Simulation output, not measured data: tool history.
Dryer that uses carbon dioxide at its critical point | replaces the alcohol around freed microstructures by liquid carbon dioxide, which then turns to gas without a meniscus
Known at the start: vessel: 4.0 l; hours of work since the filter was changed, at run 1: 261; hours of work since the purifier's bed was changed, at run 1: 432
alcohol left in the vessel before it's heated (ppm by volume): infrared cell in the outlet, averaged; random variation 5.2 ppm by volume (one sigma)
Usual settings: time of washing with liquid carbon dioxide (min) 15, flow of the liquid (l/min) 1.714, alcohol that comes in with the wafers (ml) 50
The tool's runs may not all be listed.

run	hour	time of washing with liquid carbon dioxide (min)	flow of the liquid (l/min)	alcohol that comes in with the wafers (ml)	hours of work since the filter was changed	hours of work since the purifier's bed was changed	alcohol left in the vessel before it's heated (ppm by volume)
1	0.0	15	1.714	50	261	432	226
2	25.4	15	1.170	50	271	442	801
3	48.3	15	2.880	50	280	451	87
4	76.7	15	1.050	50	291	462	1059
5	94.4	15	1.050	50	298	469	1056
6	112.0	15	1.050	50	305	476	1080
7	129.7	15	1.050	50	312	483	1086
8	160.7	15	1.300	98	324	495	1128
9	201.0	15	1.300	90	339	511	1068
10	236.1	15	1.300	90	353	525	1083
11	273.0	12	1.714	50	368	539	554
# hour 307.7: inlet filter changed
12	310.7	9	1.714	50	1	553	763
13	344.1	12	1.740	91	14	566	526
14	379.8	16	1.160	61	28	580	580

3 ways to go on from here, each from the tool as it stands after run 14. What would each give?
A	419.4	16	1.714	50	44	596	?
B	419.4	19	2.280	50	44	596	?
C	419.4	16	1.160	61	44	596	?

run	alcohol left in the vessel before it's heated (ppm by volume)
A	156
B	92
C	596
Without the tool's hidden state the same runs would have given:
run	alcohol left in the vessel before it's heated (ppm by volume)
A	63
B	5
C	473
